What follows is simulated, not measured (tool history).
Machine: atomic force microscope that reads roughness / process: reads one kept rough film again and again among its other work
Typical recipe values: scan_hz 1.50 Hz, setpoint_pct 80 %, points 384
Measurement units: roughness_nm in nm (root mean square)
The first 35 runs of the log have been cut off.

run	day	scan_hz	setpoint_pct	points	pictures with this tip	hours of work since the height scale was calibrated	roughness_nm
36	37.283	1.50	84	384	115	894	1.404
# day 37.408: new tip fitted
37	38.671	1.50	72	781	50	913	1.767
38	39.625	1.50	61	384	88	926	1.639
# day 40.521: new tip fitted
39	40.971	1.50	61	384	18	944	1.933
40	42.083	1.50	61	384	62	959	1.705
41	42.812	1.19	80	760	91	969	1.570
# day 43.538: new tip fitted
42	43.633	1.19	80	760	4	980	1.958
43	44.850	3.26	76	384	52	997	1.572
44	46.238	1.03	80	384	107	1016	1.492
# day 46.538: new tip fitted
45	47.325	1.41	67	272	31	1031	1.814
46	48.717	1.41	67	272	86	1050	1.585
47	49.346	1.80	82	306	111	1058	1.380
# day 49.550: new tip fitted
48	50.658	1.80	82	306	44	1076	1.649
49	51.296	1.27	66	404	69	1085	1.688
50	52.150	1.27	66	404	103	1096	1.546
# day 52.562: new tip fitted
51	53.154	1.27	66	404	23	1110	1.888
52	54.525	2.83	80	264	78	1129	1.424
# day 55.604: new tip fitted
53	55.992	0.90	80	264	16	1149	1.880

Each row is a separate what-if for the run after 53, all from the same tool condition, not one after another. Results?
A	56.733	0.77	80	328	45	1159	?
B	56.733	2.66	59	937	45	1159	?
C	56.733	0.90	77	264	45	1159	?

run	roughness_nm
A	1.763
B	1.796
C	1.749
With the hidden condition removed and each run's random variation left untouched, the same runs would have given:
run	roughness_nm
A	2.041
B	2.079
C	2.023

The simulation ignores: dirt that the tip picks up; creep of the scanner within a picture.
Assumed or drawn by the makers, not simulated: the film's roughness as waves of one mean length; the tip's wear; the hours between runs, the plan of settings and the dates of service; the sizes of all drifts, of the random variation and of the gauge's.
